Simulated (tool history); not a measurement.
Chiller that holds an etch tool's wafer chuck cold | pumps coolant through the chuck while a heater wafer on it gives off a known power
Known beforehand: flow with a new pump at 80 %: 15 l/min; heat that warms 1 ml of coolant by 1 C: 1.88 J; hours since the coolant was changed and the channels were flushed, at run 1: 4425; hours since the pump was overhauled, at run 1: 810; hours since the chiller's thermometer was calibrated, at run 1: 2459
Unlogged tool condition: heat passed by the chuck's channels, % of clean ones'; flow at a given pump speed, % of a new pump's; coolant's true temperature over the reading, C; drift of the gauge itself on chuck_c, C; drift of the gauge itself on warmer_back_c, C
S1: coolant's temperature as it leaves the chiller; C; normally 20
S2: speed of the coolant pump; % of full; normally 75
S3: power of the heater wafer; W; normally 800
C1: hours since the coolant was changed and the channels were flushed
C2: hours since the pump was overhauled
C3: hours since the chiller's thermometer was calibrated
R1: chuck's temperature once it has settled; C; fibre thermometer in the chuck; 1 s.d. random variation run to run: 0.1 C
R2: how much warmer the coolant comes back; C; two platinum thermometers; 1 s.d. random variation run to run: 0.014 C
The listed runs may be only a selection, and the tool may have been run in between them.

Run 1, hour 0.0: usual settings; C1 4425; C2 810; C3 2459. Result: R1 29.0 C, R2 1.83 C.
Run 2, hour 30.4: usual settings; C1 4455; C2 840; C3 2490. Result: R1 28.9 C, R2 1.88 C.
Run 3, hour 56.3: usual settings; C1 4481; C2 866; C3 2516. Result: R1 29.0 C, R2 1.93 C.
Run 4, hour 72.1: usual settings; C1 4497; C2 882; C3 2531. Result: R1 28.9 C, R2 1.94 C.
Run 5, hour 95.9: usual settings but S2 94 % of full; C1 4521; C2 906; C3 2555. Result: R1 27.2 C, R2 1.57 C.
Run 6, hour 124.1: usual settings but S2 94 % of full; C1 4549; C2 934; C3 2583. Result: R1 27.6 C, R2 1.60 C.
Run 7, hour 143.6: usual settings but S2 94 % of full; C1 4568; C2 953; C3 2603. Result: R1 27.4 C, R2 1.64 C.
Run 8, hour 172.9: usual settings but S1 12 C, S2 94 % of full; C1 4598; C2 983; C3 2632. Result: R1 19.2 C, R2 1.67 C.
Run 9, hour 191.8: usual settings but S1 12 C, S2 94 % of full; C1 4617; C2 1002; C3 2651. Result: R1 19.2 C, R2 1.70 C.
Run 10, hour 206.1: usual settings but S1 12 C, S2 94 % of full, S3 733 W; C1 4631; C2 1016; C3 2665. Result: R1 18.7 C, R2 1.61 C.
Run 11, hour 225.7: usual settings but S1 12 C, S2 94 % of full, S3 733 W; C1 4651; C2 1036; C3 2685. Result: R1 18.8 C, R2 1.64 C.
Run 12, hour 248.0: usual settings but S1 12 C, S2 94 % of full, S3 733 W; C1 4673; C2 1058; C3 2707. Result: R1 18.9 C, R2 1.66 C.
Run 13, hour 270.1: usual settings but S1 12 C, S2 74 % of full, S3 456 W; C1 4695; C2 1080; C3 2729. Result: R1 17.0 C, R2 1.44 C.
At hour 285.4: gauge calibrated.
Run 14, hour 287.5: usual settings but S3 434 W; C1 4712; C2 1097; C3 2747. Result: R1 24.7 C, R2 0.99 C.
Run 15, hour 304.8: usual settings but S1 22 C, S3 727 W; C1 4730; C2 1115; C3 2764. Result: R1 30.1 C, R2 1.70 C.
Run 16, hour 337.0: usual settings but S1 22 C, S2 67 % of full, S3 727 W; C1 4762; C2 1147; C3 2796. Result: R1 30.9 C, R2 1.94 C.
Run 17, hour 355.3: usual settings but S1 11 C, S2 72 % of full; C1 4780; C2 1165; C3 2814. Result: R1 20.2 C, R2 2.00 C.
Run 18, hour 369.7: usual settings but S2 87 % of full; C1 4795; C2 1180; C3 2829. Result: R1 28.0 C, R2 1.67 C.
Run 19, hour 386.2: usual settings but S2 63 % of full, S3 807 W; C1 4811; C2 1196; C3 2845. Result: R1 30.3 C, R2 2.37 C.

Run 20 has not been measured yet. What should we expect?
Run 20, hour 409.6: usual settings but S2 63 % of full, S3 807 W; C1 4835; C2 1219; C3 2869. Result: R1 ?, R2 ?.

{"run 20": {"R1": 30.3, "R2": 2.4}}
Minus the tool's unlogged condition, the same run would have read R1 30.3 C, R2 2.23 C.
